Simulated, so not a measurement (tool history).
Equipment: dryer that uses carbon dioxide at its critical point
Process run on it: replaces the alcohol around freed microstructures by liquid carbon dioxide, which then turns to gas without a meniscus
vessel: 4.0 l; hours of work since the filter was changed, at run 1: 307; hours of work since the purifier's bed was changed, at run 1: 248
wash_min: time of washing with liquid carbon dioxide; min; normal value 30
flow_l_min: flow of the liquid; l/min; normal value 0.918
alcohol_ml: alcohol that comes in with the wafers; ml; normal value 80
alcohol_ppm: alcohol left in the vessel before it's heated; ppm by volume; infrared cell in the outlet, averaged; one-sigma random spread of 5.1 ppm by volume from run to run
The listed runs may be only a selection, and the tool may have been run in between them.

run	hour	wash_min	flow_l_min	alcohol_ml	hours of work since the filter was changed	hours of work since the purifier's bed was changed	alcohol_ppm
1	0.0	30	0.918	80	307	248	159
2	55.5	30	1.084	80	347	288	98
3	81.5	30	1.084	80	366	306	96
4	134.2	30	1.084	80	403	344	114
5	187.8	30	0.918	80	442	383	205
6	219.4	30	0.918	80	465	406	191
7	276.1	30	0.918	80	506	446	201
8	328.3	30	0.918	80	543	484	219
# hour 375.1: inlet filter changed
9	378.3	28	0.823	65	2	519	281
10	429.6	47	0.918	80	39	556	114
11	481.3	47	0.918	80	76	593	125
# hour 503.3: purifier's bed changed
12	509.9	26	0.610	26	95	5	322

Run 13 is up next; what results do you expect?
13	536.4	30	0.601	21	114	24	?

Run 13 measured alcohol_ppm 178 ppm by volume.
On a tool with no hidden condition, and with the same random variation, this run would have come out at alcohol_ppm 155 ppm by volume.

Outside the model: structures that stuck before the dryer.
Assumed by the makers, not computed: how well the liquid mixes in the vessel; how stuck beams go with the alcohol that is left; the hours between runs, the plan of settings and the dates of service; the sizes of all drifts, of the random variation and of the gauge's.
